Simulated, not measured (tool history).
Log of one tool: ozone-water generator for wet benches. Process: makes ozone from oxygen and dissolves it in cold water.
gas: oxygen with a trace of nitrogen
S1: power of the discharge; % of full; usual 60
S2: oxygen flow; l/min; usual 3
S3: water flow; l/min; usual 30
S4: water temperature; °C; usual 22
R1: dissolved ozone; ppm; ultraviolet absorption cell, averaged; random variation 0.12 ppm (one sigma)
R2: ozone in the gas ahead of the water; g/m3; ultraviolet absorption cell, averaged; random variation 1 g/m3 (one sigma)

Run 1, hour 0: usual settings. Result: R1 10 ppm, R2 174 g/m3.
Run 2, hour 104.5: usual settings. Result: R1 9.8 ppm, R2 172.1 g/m3.
Run 3, hour 255.7: usual settings. Result: R1 9.8 ppm, R2 173.8 g/m3.
Run 4, hour 347.2: usual settings but S3 42 l/min. Result: R1 7 ppm, R2 173.5 g/m3.
Run 5, hour 444.5: usual settings. Result: R1 9.7 ppm, R2 174.2 g/m3.
Run 6, hour 534.4: usual settings. Result: R1 9.7 ppm, R2 173.4 g/m3.
Run 7, hour 646: usual settings. Result: R1 9.7 ppm, R2 175 g/m3.
Run 8, hour 765: usual settings. Result: R1 9.6 ppm, R2 174.4 g/m3.
Run 9, hour 927.8: usual settings but S3 26 l/min. Result: R1 11.3 ppm, R2 175 g/m3.
Run 10, hour 1015.4: usual settings. Result: R1 9.6 ppm, R2 174.8 g/m3.
Run 11, hour 1114.5: usual settings but S1 90 % of full. Result: R1 13.4 ppm, R2 238.7 g/m3.
Run 12, hour 1241.4: usual settings but S3 41 l/min. Result: R1 7.1 ppm, R2 173 g/m3.
Run 13, hour 1314.7: usual settings but S1 66 % of full. Result: R1 10.6 ppm, R2 185.5 g/m3.
Run 14, hour 1423.2: usual settings but S1 66 % of full. Result: R1 10.5 ppm, R2 188.2 g/m3.
Run 15, hour 1567.2: usual settings but S1 66 % of full, S4 18 °C. Result: R1 11 ppm, R2 186.8 g/m3.
Run 16, hour 1642.7: usual settings but S1 66 % of full, S4 18 °C. Result: R1 10.8 ppm, R2 186.7 g/m3.
Run 17, hour 1784.8: usual settings but S1 66 % of full, S4 18 °C. Result: R1 11 ppm, R2 188.5 g/m3.
Run 18, hour 1935.6: usual settings but S1 56 % of full. Result: R1 9.3 ppm, R2 163.5 g/m3.
Run 19, hour 2109.9: usual settings but S1 75 % of full, S2 5.03 l/min, S3 41 l/min, S4 14 °C. Result: R1 10.5 ppm, R2 160 g/m3.

The next listed run, before its measurement:
Run 20, hour 2278.7: usual settings but S1 59 % of full, S2 5.03 l/min, S3 39 l/min, S4 14 °C. Result: R1 ?, R2 ?.

R1: 9.2 ppm
R2: 134.5 g/m3
Without the tool's hidden state the same run would have given R1 9.2 ppm, R2 134.6 g/m3.

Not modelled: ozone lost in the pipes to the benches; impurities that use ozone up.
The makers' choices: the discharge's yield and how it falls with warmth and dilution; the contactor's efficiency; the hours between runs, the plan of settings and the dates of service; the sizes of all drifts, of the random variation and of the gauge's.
